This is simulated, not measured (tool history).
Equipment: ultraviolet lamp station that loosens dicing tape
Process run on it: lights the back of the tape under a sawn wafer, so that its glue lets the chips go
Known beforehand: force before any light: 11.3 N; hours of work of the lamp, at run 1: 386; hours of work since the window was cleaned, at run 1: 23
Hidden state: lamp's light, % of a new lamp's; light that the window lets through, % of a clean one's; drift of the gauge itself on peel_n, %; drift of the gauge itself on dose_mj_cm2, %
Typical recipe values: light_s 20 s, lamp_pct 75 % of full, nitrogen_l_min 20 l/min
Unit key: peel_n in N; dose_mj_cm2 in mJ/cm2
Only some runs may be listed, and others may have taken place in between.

run	hour	light_s	lamp_pct	nitrogen_l_min	hours of work of the lamp	hours of work since the window was cleaned	peel_n	dose_mj_cm2
1	0.0	20	75	20	386	23	0.405	201
2	11.3	20	75	20	393	30	0.395	200
3	26.1	20	75	20	402	39	0.398	198
4	35.4	20	70	20	408	44	0.500	185
5	45.4	20	70	20	414	50	0.498	183
6	55.9	21	75	20	420	57	0.360	207
7	65.9	40	75	20	426	63	0.107	390
8	76.7	40	75	20	433	69	0.099	388
9	93.9	40	75	20	443	80	0.113	384
10	106.9	40	75	20	451	88	0.103	383
11	124.9	40	75	20	462	99	0.100	382
12	136.4	20	75	20	469	106	0.459	193
13	147.2	20	75	20	476	112	0.478	188
14	162.0	29	64	22	485	121	0.244	232
15	170.9	29	70	21	490	126	0.201	253
16	182.0	14	78	20	497	133	1.033	137
17	195.1	14	81	20	505	141	0.968	138
18	212.2	18	75	15	515	151	0.854	164
19	229.5	18	75	15	525	162	0.881	165
20	246.8	27	71	21	536	172	0.265	227
21	258.0	20	75	11	543	179	0.986	178
22	273.5	12	68	20	552	189	2.029	96
23	282.4	11	68	20	557	194	2.318	91
24	294.0	11	68	20	564	201	2.391	85
25	311.0	14	83	24	575	211	0.922	132
26	320.3	19	83	14	580	217	0.717	182

Predict each of these 3 candidate next runs independently; none follows another, all start after run 26:
A	338.3	24	85	23	591	228	?	?
B	338.3	19	73	12	591	228	?	?
C	338.3	20	75	13	591	228	?	?

run	peel_n	dose_mj_cm2
A	0.218	233
B	1.164	157
C	0.917	171
Without the tool's unlogged condition, the same runs would have read:
run	peel_n	dose_mj_cm2
A	0.125	299
B	0.643	201
C	0.490	220
